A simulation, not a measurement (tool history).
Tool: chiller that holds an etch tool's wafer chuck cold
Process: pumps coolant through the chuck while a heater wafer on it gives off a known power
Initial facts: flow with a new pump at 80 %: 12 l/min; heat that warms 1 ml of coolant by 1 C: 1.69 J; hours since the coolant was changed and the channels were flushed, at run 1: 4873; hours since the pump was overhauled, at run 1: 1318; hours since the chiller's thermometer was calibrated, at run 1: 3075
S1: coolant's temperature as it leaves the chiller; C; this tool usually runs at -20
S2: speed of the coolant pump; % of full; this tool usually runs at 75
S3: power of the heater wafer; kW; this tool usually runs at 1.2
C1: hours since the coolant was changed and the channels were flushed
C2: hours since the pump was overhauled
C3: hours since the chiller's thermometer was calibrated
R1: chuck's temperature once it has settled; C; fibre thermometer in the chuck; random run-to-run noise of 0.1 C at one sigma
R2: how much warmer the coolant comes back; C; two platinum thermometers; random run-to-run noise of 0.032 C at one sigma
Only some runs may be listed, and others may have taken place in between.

run	hour	S1	S2	S3	C1	C2	C3	R1	R2
1	0	-20	75	1.2	4873	1318	3075	-5	3.86
2	59.3	-20	75	1.2	4932	1377	3134	-4.9	3.85
3	111.9	-20	75	1.414	4985	1430	3187	-2	4.56
4	154.2	-20	75	1.414	5027	1472	3229	-2.1	4.55
5	222.6	-20	75	1.414	5095	1540	3297	-2.1	4.49
6	280.4	-14	75	1.2	5153	1598	3355	1.2	3.83
7	321.9	-20	75	1.027	5195	1639	3396	-6.9	3.35
8	384.9	-20	97	1.2	5258	1702	3459	-7.8	2.96
# hour 395: coolant pump overhauled
9	475.8	-20	97	1.2	5344	81	3545	-7.7	2.93
10	542.3	-20	75	1.2	5410	147	3612	-4.5	3.91
11	602.9	-20	75	1.2	5471	208	3672	-4.5	3.87
12	672.8	-15	90	1.2	5541	278	3742	-1.8	3.2
13	723.2	-15	90	1.2	5591	328	3793	-1.9	3.27
14	773.7	-15	90	1.2	5641	379	3843	-1.7	3.28
15	829.7	-15	90	1.2	5697	435	3899	-1.8	3.21
# hour 878.4: coolant pump overhauled, once more
16	895.5	-19	84	1.202	5758	17	3960	-5.2	3.37
17	950.9	-19	84	1.202	5814	72	4015	-5.2	3.36
18	1017.8	-19	84	1.202	5881	139	4082	-5.1	3.32
19	1067.1	-16	84	1.202	5930	189	4132	-2.2	3.37
20	1110.8	-16	84	1.202	5974	232	4175	-2.2	3.35
21	1176.2	-16	84	1.202	6039	298	4241	-2.2	3.37
22	1227.2	-23	87	1.03	6090	349	4292	-11.4	2.78

3 ways to go on from here, each from the tool as it stands after run 22. What would each give?
A	1300.9	-20	64	1.2	6164	422	4365	?	?
B	1300.9	-23	63	1.03	6164	422	4365	?	?
C	1300.9	-20	75	1.2	6164	422	4365	?	?

run	R1	R2
A	-2.7	4.43
B	-7.9	3.89
C	-4.8	3.87
What these runs would have given with no unlogged condition in the tool:
run	R1	R2
A	-3.6	4.44
B	-8.7	3.9
C	-5.6	3.88
